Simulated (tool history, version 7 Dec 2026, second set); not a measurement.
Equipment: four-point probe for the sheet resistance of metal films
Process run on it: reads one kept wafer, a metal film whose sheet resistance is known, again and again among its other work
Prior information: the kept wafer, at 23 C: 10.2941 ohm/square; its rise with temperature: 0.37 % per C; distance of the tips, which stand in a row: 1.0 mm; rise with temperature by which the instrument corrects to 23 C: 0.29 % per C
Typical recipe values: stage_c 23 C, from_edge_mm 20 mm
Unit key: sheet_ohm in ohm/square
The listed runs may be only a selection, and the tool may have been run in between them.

run 1 hour=0.0 | stage_c=23 from_edge_mm=20 | sheet_ohm=10.417840
run 2 hour=66.3 | stage_c=18 from_edge_mm=20 | sheet_ohm=10.375639
run 3 hour=114.3 | stage_c=23 from_edge_mm=20 | sheet_ohm=10.418769
run 4 hour=172.2 | stage_c=23 from_edge_mm=20 | sheet_ohm=10.416261
run 5 hour=228.0 | stage_c=23 from_edge_mm=20 | sheet_ohm=10.420395
run 6 hour=332.2 | stage_c=23 from_edge_mm=20 | sheet_ohm=10.422487
-- hour=399.5 stage's thermometer calibrated
run 7 hour=399.5 | stage_c=23 from_edge_mm=20 | sheet_ohm=10.431688
run 8 hour=459.7 | stage_c=24 from_edge_mm=20 | sheet_ohm=10.440710
run 9 hour=521.5 | stage_c=24 from_edge_mm=20 | sheet_ohm=10.441186
run 10 hour=570.7 | stage_c=24 from_edge_mm=20 | sheet_ohm=10.440514
run 11 hour=643.2 | stage_c=24 from_edge_mm=20 | sheet_ohm=10.441259
run 12 hour=725.9 | stage_c=23 from_edge_mm=18 | sheet_ohm=10.436959
run 13 hour=820.4 | stage_c=23 from_edge_mm=18 | sheet_ohm=10.437640
run 14 hour=883.2 | stage_c=23 from_edge_mm=20 | sheet_ohm=10.435030
run 15 hour=946.7 | stage_c=19 from_edge_mm=6 | sheet_ohm=10.548188
-- hour=991.8 stage's thermometer calibrated, once more
run 16 hour=1023.4 | stage_c=19 from_edge_mm=6 | sheet_ohm=10.515933
run 17 hour=1090.8 | stage_c=33 from_edge_mm=7 | sheet_ohm=10.586641
run 18 hour=1187.1 | stage_c=33 from_edge_mm=7 | sheet_ohm=10.590460
run 19 hour=1230.0 | stage_c=20 from_edge_mm=4 | sheet_ohm=10.710401
-- hour=1246.3 new probe head fitted
run 20 hour=1301.4 | stage_c=29 from_edge_mm=3 | sheet_ohm=10.923622
run 21 hour=1365.2 | stage_c=29 from_edge_mm=3 | sheet_ohm=10.922342
run 22 hour=1418.2 | stage_c=20 from_edge_mm=26 | sheet_ohm=10.279967
run 23 hour=1513.0 | stage_c=23 from_edge_mm=41 | sheet_ohm=10.303781
run 24 hour=1555.6 | stage_c=27 from_edge_mm=20 | sheet_ohm=10.345175
run 25 hour=1650.8 | stage_c=26 from_edge_mm=64 | sheet_ohm=10.327195
run 26 hour=1719.4 | stage_c=22 from_edge_mm=5 | sheet_ohm=10.512544
run 27 hour=1787.3 | stage_c=22 from_edge_mm=5 | sheet_ohm=10.513515
run 28 hour=1887.6 | stage_c=22 from_edge_mm=5 | sheet_ohm=10.517203

Measured less the same run without the tool's hidden state. The same run-to-run variation is in both; the gauge's scatter may not be:
Unlogged tool condition in this case: inner tips' distance over the nominal, %; tips' flats over new ones', %; wafer's true temperature over the reading, C; drift of the gauge itself on sheet_ohm, %.
run=1 sheet_ohm=+0.108194
run=2 sheet_ohm=+0.109354
run=3 sheet_ohm=+0.110319
run=4 sheet_ohm=+0.111364
run=5 sheet_ohm=+0.112381
run=6 sheet_ohm=+0.114262
run=7 sheet_ohm=+0.121721
run=8 sheet_ohm=+0.122818
run=9 sheet_ohm=+0.124017
run=10 sheet_ohm=+0.124877
run=11 sheet_ohm=+0.126159
run=12 sheet_ohm=+0.127750
run=13 sheet_ohm=+0.129521
run=14 sheet_ohm=+0.130679
run=15 sheet_ohm=+0.133764
run=16 sheet_ohm=+0.100019
run=17 sheet_ohm=+0.102027
run=18 sheet_ohm=+0.103947
run=19 sheet_ohm=+0.105736
run=20 sheet_ohm=+0.001651
run=21 sheet_ohm=+0.002942
run=22 sheet_ohm=+0.003784
run=23 sheet_ohm=+0.005465
run=24 sheet_ohm=+0.006275
run=25 sheet_ohm=+0.008036
run=26 sheet_ohm=+0.009560
run=27 sheet_ohm=+0.010878
run=28 sheet_ohm=+0.012727
